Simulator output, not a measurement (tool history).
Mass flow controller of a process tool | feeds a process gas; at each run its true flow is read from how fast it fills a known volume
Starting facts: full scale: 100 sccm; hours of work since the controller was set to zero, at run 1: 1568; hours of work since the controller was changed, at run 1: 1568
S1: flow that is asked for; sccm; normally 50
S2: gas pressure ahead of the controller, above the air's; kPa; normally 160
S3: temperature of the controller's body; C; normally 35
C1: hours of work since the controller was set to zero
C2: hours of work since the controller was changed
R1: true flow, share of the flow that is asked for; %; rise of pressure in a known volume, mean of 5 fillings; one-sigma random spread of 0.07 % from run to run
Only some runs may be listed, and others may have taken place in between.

run 1 hour=0 | S1=50 S2=160 S3=35 | C1=1568 C2=1568 | R1=99.94
run 2 hour=69.2 | S1=50 S2=160 S3=35 | C1=1619 C2=1619 | R1=99.91
run 3 hour=148.7 | S1=50 S2=160 S3=35 | C1=1677 C2=1677 | R1=99.97
run 4 hour=263.8 | S1=50 S2=226 S3=35 | C1=1762 C2=1762 | R1=100.27
run 5 hour=336.4 | S1=50 S2=226 S3=35 | C1=1816 C2=1816 | R1=100.21
run 6 hour=488.9 | S1=50 S2=226 S3=35 | C1=1928 C2=1928 | R1=100.38
run 7 hour=635.5 | S1=50 S2=160 S3=27 | C1=2036 C2=2036 | R1=99.69
run 8 hour=761.3 | S1=50 S2=173 S3=35 | C1=2129 C2=2129 | R1=100.33
run 9 hour=881.5 | S1=50 S2=173 S3=35 | C1=2218 C2=2218 | R1=100.17
run 10 hour=1013.1 | S1=50 S2=173 S3=35 | C1=2315 C2=2315 | R1=100.28
run 11 hour=1090.8 | S1=50 S2=173 S3=35 | C1=2372 C2=2372 | R1=100.44
run 12 hour=1154.6 | S1=50 S2=173 S3=35 | C1=2419 C2=2419 | R1=100.44
run 13 hour=1266.9 | S1=50 S2=173 S3=35 | C1=2502 C2=2502 | R1=100.55
run 14 hour=1392 | S1=50 S2=173 S3=35 | C1=2594 C2=2594 | R1=100.49
run 15 hour=1465.8 | S1=50 S2=199 S3=28 | C1=2649 C2=2649 | R1=100.29
run 16 hour=1571.9 | S1=50 S2=199 S3=28 | C1=2727 C2=2727 | R1=100.18
run 17 hour=1685 | S1=21 S2=178 S3=25 | C1=2810 C2=2810 | R1=100.23
-- hour=1696.1 controller's zero set anew
run 18 hour=1760 | S1=33 S2=252 S3=35 | C1=47 C2=2865 | R1=101.07
run 19 hour=1890.9 | S1=24 S2=252 S3=24 | C1=144 C2=2962 | R1=100.78

For run 20, what comes out?
run 20 hour=1965.3 | S1=26 S2=220 S3=28 | C1=199 C2=3017 | R1=?

Run 20 yielded R1 100.98 %.
Without the tool's hidden state the same run would have given R1 98.52 %.
